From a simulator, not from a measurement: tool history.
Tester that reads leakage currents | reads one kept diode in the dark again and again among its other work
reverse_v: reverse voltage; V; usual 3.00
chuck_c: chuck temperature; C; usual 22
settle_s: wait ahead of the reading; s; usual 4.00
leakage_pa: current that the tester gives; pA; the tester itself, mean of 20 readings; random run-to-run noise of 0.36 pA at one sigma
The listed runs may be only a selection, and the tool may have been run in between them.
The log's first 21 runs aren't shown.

| run | day | reverse_v | chuck_c | settle_s | hours of work since the probe card was cleaned | hours of work since the tester was calibrated | hours of work since the chuck was calibrated | leakage_pa |
|---|---|---|---|---|---|---|---|---|
| 22 | 25.238 | 3.00 | 22 | 4.00 | 3103 | 1030 | 97 | 119.78 |
| 23 | 26.325 | 3.00 | 31 | 1.88 | 3118 | 1045 | 113 | 227.81 |
| 24 | 27.371 | 13.13 | 43 | 4.00 | 3133 | 1059 | 127 | 1043.88 |
| 25 | 28.829 | 3.00 | 22 | 0.62 | 3153 | 1079 | 147 | 121.14 |
| 26 | 29.871 | 17.83 | 43 | 4.00 | 3167 | 1094 | 161 | 1217.55 |
| 27 | 31.300 | 2.34 | 39 | 5.17 | 3187 | 1114 | 181 | 349.12 |
|  | 32.479 | probe card cleaned and baked |
| 28 | 32.550 | 2.34 | 39 | 5.17 | 1 | 1129 | 197 | 347.48 |
| 29 | 33.546 | 3.00 | 22 | 1.72 | 15 | 1143 | 210 | 120.22 |
| 30 | 34.417 | 4.15 | 44 | 0.55 | 27 | 1155 | 222 | 639.21 |
| 31 | 35.712 | 4.15 | 44 | 0.55 | 45 | 1173 | 240 | 640.88 |
| 32 | 36.567 | 4.15 | 44 | 0.55 | 56 | 1184 | 252 | 646.02 |
| 33 | 37.525 | 6.59 | 44 | 0.83 | 70 | 1198 | 265 | 800.51 |
| 34 | 39.112 | 7.03 | 44 | 0.83 | 91 | 1219 | 287 | 826.83 |
| 35 | 40.133 | 6.77 | 37 | 0.33 | 105 | 1234 | 301 | 517.86 |
| 36 | 41.492 | 4.56 | 52 | 0.63 | 124 | 1252 | 320 | 1107.58 |
| 37 | 43.188 | 3.00 | 22 | 2.39 | 148 | 1276 | 343 | 120.13 |
| 38 | 44.804 | 1.62 | 22 | 9.29 | 170 | 1298 | 365 | 88.74 |
| 39 | 46.325 | 1.62 | 22 | 9.29 | 191 | 1319 | 386 | 89.30 |

Predict each of these 4 candidate next runs independently; none follows another, all start after run 39:
| A | 47.300 | 9.18 | 21 | 0.76 | 204 | 1332 | 400 | ? |
| B | 47.300 | 1.14 | 22 | 3.60 | 204 | 1332 | 400 | ? |
| C | 47.300 | 11.37 | 31 | 9.29 | 204 | 1332 | 400 | ? |
| D | 47.300 | 10.94 | 22 | 4.00 | 204 | 1332 | 400 | ? |

| run | leakage_pa |
|---|---|
| A | 193.43 |
| B | 75.13 |
| C | 438.22 |
| D | 224.06 |
Without the tool's unlogged condition, the same runs would have read:
| run | leakage_pa |
|---|---|
| A | 193.42 |
| B | 75.12 |
| C | 438.19 |
| D | 224.04 |

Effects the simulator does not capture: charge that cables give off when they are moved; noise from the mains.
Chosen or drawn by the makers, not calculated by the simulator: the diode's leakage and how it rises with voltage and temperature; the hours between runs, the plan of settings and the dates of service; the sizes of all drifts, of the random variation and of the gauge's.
